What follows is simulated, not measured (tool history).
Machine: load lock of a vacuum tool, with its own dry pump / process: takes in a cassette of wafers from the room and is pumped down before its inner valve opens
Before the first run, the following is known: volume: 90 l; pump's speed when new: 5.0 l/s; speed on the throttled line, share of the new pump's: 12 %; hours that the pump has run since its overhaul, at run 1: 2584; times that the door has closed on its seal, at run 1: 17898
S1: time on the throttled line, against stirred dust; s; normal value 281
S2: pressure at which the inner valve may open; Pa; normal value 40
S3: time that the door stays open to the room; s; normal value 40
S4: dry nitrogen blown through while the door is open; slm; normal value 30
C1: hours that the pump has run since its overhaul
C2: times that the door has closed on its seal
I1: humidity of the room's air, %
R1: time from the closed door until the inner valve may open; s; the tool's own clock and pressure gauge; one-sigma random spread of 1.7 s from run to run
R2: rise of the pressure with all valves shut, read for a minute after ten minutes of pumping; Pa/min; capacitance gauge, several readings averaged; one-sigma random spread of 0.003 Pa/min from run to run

Run 1, hour 0.0: usual settings; C1 2584; C2 17898; I1 45.5. Result: R1 395.5 s, R2 0.084 Pa/min.
Run 2, hour 174.2: usual settings; C1 2758; C2 18577; I1 45.3. Result: R1 394.6 s, R2 0.084 Pa/min.
Run 3, hour 332.7: usual settings; C1 2916; C2 19194; I1 45.4. Result: R1 397.1 s, R2 0.091 Pa/min.
Run 4, hour 505.7: usual settings; C1 3089; C2 19868; I1 46.9. Result: R1 395.7 s, R2 0.100 Pa/min.
Run 5, hour 599.5: usual settings; C1 3183; C2 20234; I1 44.5. Result: R1 393.7 s, R2 0.091 Pa/min.
Run 6, hour 683.7: usual settings; C1 3267; C2 20562; I1 45.7. Result: R1 398.5 s, R2 0.103 Pa/min.
Run 7, hour 850.6: usual settings; C1 3434; C2 21212; I1 47.6. Result: R1 395.6 s, R2 0.100 Pa/min.
Run 8, hour 953.0: usual settings but S1 408 s; C1 3537; C2 21611; I1 45.2. Result: R1 510.7 s, R2 0.104 Pa/min.
Run 9, hour 1089.9: usual settings but S3 86 s; C1 3674; C2 22144; I1 46.1. Result: R1 395.3 s, R2 0.113 Pa/min.
Run 10, hour 1183.1: usual settings but S3 86 s, S4 15 slm; C1 3767; C2 22507; I1 47.5. Result: R1 394.6 s, R2 0.125 Pa/min.
Run 11, hour 1358.1: usual settings but S2 65 Pa, S3 86 s, S4 15 slm; C1 3942; C2 23189; I1 42.8. Result: R1 386.4 s, R2 0.122 Pa/min.
Run 12, hour 1531.5: usual settings but S1 148 s, S3 90 s; C1 4115; C2 23865; I1 45.1. Result: R1 278.5 s, R2 0.124 Pa/min.
Run 13, hour 1671.9: usual settings but S1 152 s, S2 35 Pa; C1 4256; C2 24412; I1 43.9. Result: R1 286.0 s, R2 0.123 Pa/min.

4 options for the next run, each taken on its own from the tool as it stands now. Forecast them:
Run A, hour 1841.9: usual settings but S1 168 s, S2 29 Pa, S4 8 slm; C1 4426; C2 25074; I1 45.9. Result: R1 ?, R2 ?.
Run B, hour 1841.9: usual settings but S3 129 s; C1 4426; C2 25074; I1 42.1. Result: R1 ?, R2 ?.
Run C, hour 1841.9: usual settings but S1 152 s, S2 35 Pa, S4 38 slm; C1 4426; C2 25074; I1 42.4. Result: R1 ?, R2 ?.
Run D, hour 1841.9: usual settings but S1 338 s, S2 35 Pa; C1 4426; C2 25074; I1 44.2. Result: R1 ?, R2 ?.

run     R1     R2
  A  306.0  0.135
  B  396.0  0.143
  C  287.8  0.126
  D  448.3  0.135
Stripped of hidden state, with their random variation kept, the same runs would have yielded:
run     R1     R2
  A  296.6  0.015
  B  388.1  0.023
  C  278.5  0.007
  D  440.7  0.017
